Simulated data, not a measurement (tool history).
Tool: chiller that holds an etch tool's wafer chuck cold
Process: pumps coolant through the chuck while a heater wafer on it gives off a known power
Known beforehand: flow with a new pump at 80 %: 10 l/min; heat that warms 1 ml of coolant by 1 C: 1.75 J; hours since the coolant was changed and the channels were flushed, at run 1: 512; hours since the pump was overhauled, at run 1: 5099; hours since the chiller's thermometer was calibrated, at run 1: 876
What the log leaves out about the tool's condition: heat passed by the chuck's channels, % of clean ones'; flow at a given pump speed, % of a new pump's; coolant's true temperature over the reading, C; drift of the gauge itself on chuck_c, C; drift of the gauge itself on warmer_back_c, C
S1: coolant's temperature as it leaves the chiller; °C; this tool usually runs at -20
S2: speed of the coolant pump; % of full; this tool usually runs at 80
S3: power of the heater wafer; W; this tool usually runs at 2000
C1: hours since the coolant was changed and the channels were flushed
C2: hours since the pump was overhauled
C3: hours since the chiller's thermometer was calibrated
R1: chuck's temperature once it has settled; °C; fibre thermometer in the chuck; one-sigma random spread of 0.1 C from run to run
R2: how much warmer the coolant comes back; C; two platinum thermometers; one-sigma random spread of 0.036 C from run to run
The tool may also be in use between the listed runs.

run,day,S1,S2,S3,C1,C2,C3,R1,R2
1,0.000,-20,80,2000,512,5099,876,-4.0,6.88
2,7.575,-20,80,2000,693,5281,1058,-4.1,6.93
3,15.379,-20,80,2000,881,5468,1245,-4.2,6.96
4,19.862,-20,80,2000,988,5576,1352,-4.2,7.02
5,24.300,-20,80,2000,1095,5683,1459,-4.2,6.94
6,32.492,-18,80,2000,1291,5879,1656,-2.4,7.00
7,38.950,-18,80,2000,1446,6034,1811,-2.1,6.94
8,45.950,-18,77,2000,1614,6202,1979,-1.5,7.33
9,50.062,-18,77,2000,1713,6301,2077,-1.7,7.34
10,53.596,-18,77,2000,1798,6386,2162,-1.5,7.34
11,59.692,-18,77,2000,1944,6532,2308,-1.6,7.36
12,64.233,-20,77,2000,2053,6641,2417,-3.7,7.38
13,69.804,-20,64,1497,2187,6775,2551,-5.3,6.80
14,77.242,-27,64,1497,2365,6953,2730,-12.2,6.86
15,81.812,-10,75,1002,2475,7063,2839,-1.6,3.94
# day 82.504: chiller's thermometer calibrated
16,85.375,-21,66,2930,2560,7147,69,7.0,12.79
17,92.100,-21,66,2930,2721,7309,230,7.1,12.83
18,96.596,-21,66,2930,2829,7417,338,7.2,12.80
# day 103.446: coolant pump overhauled
19,103.992,-22,71,2000,3001,13,511,-4.2,8.17
20,111.812,-19,75,1814,3189,201,698,-3.8,7.10
21,118.779,-18,63,2000,3356,368,866,2.0,9.28
22,127.104,-23,80,1577,3556,568,1065,-10.5,5.77

Each row is a separate what-if for the run after 22, all from the same tool condition, not one after another. Results?
A,131.075,-20,80,1900,3651,663,1161,?,?
B,131.075,-11,96,2000,3651,663,1161,?,?
C,131.075,-20,84,2290,3651,663,1161,?,?
D,131.075,-16,87,2353,3651,663,1161,?,?

run,R1,R2
A,-5.0,6.92
B,2.1,5.98
C,-2.9,7.82
D,1.2,7.70
With the hidden condition removed and each run's random variation left untouched, the same runs would have given:
run,R1,R2
A,-5.0,6.51
B,2.1,5.56
C,-2.9,7.41
D,1.2,7.28
